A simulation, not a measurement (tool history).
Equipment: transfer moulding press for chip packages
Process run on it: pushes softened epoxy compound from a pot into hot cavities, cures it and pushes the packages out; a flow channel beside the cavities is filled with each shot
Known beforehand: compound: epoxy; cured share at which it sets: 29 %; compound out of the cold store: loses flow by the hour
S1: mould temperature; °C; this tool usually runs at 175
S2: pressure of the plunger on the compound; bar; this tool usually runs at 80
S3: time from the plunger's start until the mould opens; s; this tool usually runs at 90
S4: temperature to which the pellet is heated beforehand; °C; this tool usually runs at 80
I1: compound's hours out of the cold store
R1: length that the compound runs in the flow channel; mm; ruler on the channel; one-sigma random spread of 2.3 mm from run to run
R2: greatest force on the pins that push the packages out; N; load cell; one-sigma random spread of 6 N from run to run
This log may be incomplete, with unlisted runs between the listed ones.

| run | day | S1 | S2 | S3 | S4 | I1 | R1 | R2 |
|---|---|---|---|---|---|---|---|---|
| 1 | 0 | 175 | 80 | 90 | 80 | 33.2 | 490 | 228 |
|  | 1.483 | cavities cleaned with cleaning compound and waxed |
| 2 | 2.742 | 175 | 80 | 129 | 80 | 30.8 | 494 | 176 |
|  | 5.738 | cavities cleaned with cleaning compound and waxed |
| 3 | 5.738 | 171 | 80 | 129 | 80 | 44.2 | 469 | 178 |
|  | 6.783 | plunger's sealing rings changed |
| 4 | 8.1 | 171 | 80 | 129 | 84 | 32.3 | 500 | 171 |
|  | 10.271 | cavities cleaned with cleaning compound and waxed |
| 5 | 11.717 | 170 | 80 | 129 | 84 | 38.7 | 488 | 185 |
| 6 | 14.208 | 170 | 80 | 90 | 80 | 27.8 | 514 | 336 |
|  | 14.667 | cavities cleaned with cleaning compound and waxed |
| 7 | 17 | 170 | 80 | 90 | 84 | 9 | 557 | 349 |
|  | 18.938 | cavities cleaned with cleaning compound and waxed |
| 8 | 19.938 | 170 | 80 | 90 | 84 | 11.4 | 547 | 354 |
| 9 | 22.467 | 175 | 80 | 90 | 80 | 46.9 | 456 | 226 |
|  | 23.467 | cavities cleaned with cleaning compound and waxed |
|  | 23.829 | plunger's sealing rings changed |
| 10 | 24.8 | 175 | 80 | 90 | 80 | 31.2 | 494 | 241 |
| 11 | 26.396 | 175 | 80 | 90 | 80 | 14.6 | 531 | 240 |
|  | 28.017 | cavities cleaned with cleaning compound and waxed |
| 12 | 29.767 | 175 | 80 | 90 | 80 | 34.2 | 484 | 239 |
| 13 | 32.133 | 175 | 80 | 90 | 80 | 37.7 | 479 | 225 |
|  | 32.367 | cavities cleaned with cleaning compound and waxed |
| 14 | 34.938 | 170 | 80 | 79 | 80 | 27.1 | 512 | 450 |
|  | 36.788 | cavities cleaned with cleaning compound and waxed |
| 15 | 37.017 | 171 | 61.6 | 79 | 80 | 11.8 | 477 | 455 |
| 16 | 39.142 | 171 | 71.8 | 77 | 73 | 23.2 | 492 | 484 |
|  | 40.825 | plunger's sealing rings changed |
|  | 41.138 | cavities cleaned with cleaning compound and waxed |
| 17 | 42.492 | 171 | 71.8 | 77 | 73 | 32.7 | 471 | 465 |
| 18 | 44.767 | 171 | 71.8 | 77 | 73 | 21.4 | 500 | 478 |
|  | 45.454 | cavities cleaned with cleaning compound and waxed |
| 19 | 48.025 | 175 | 91 | 90 | 80 | 9.6 | 578 | 241 |
|  | 49.842 | cavities cleaned with cleaning compound and waxed |
| 20 | 51.704 | 179 | 92.9 | 90 | 80 | 12 | 569 | 214 |
|  | 54.125 | cavities cleaned with cleaning compound and waxed |
| 21 | 54.125 | 175 | 80 | 84 | 87 | 8.5 | 548 | 274 |
|  | 54.55 | mould's thermocouples calibrated |
| 22 | 56.075 | 175 | 80 | 84 | 87 | 28.8 | 494 | 265 |
|  | 58.062 | plunger's sealing rings changed |
| 23 | 58.071 | 175 | 80 | 96 | 78 | 32.5 | 492 | 216 |
|  | 58.529 | cavities cleaned with cleaning compound and waxed |
| 24 | 61.392 | 175 | 80 | 96 | 78 | 30.8 | 495 | 217 |
|  | 62.833 | cavities cleaned with cleaning compound and waxed |
| 25 | 64.842 | 179 | 71 | 85 | 88 | 12.7 | 496 | 216 |
|  | 67.212 | cavities cleaned with cleaning compound and waxed |
| 26 | 67.288 | 179 | 78.6 | 85 | 85 | 14.3 | 516 | 220 |

Branching from run 26: 4 alternative next runs. What would each branch give?
| A | 69.975 | 179 | 78.6 | 99 | 85 | 10.6 | ? | ? |
| B | 69.975 | 176 | 80 | 90 | 86 | 16.8 | ? | ? |
| C | 69.975 | 183 | 78.6 | 117 | 85 | 28.6 | ? | ? |
| D | 69.975 | 175 | 90.9 | 90 | 80 | 18.9 | ? | ? |

| run | R1 | R2 |
|---|---|---|
| A | 525 | 182 |
| B | 521 | 224 |
| C | 480 | 187 |
| D | 552 | 251 |
Stripped of hidden state, with their random variation kept, the same runs would have yielded:
| run | R1 | R2 |
|---|---|---|
| A | 526 | 180 |
| B | 522 | 220 |
| C | 481 | 184 |
| D | 553 | 248 |
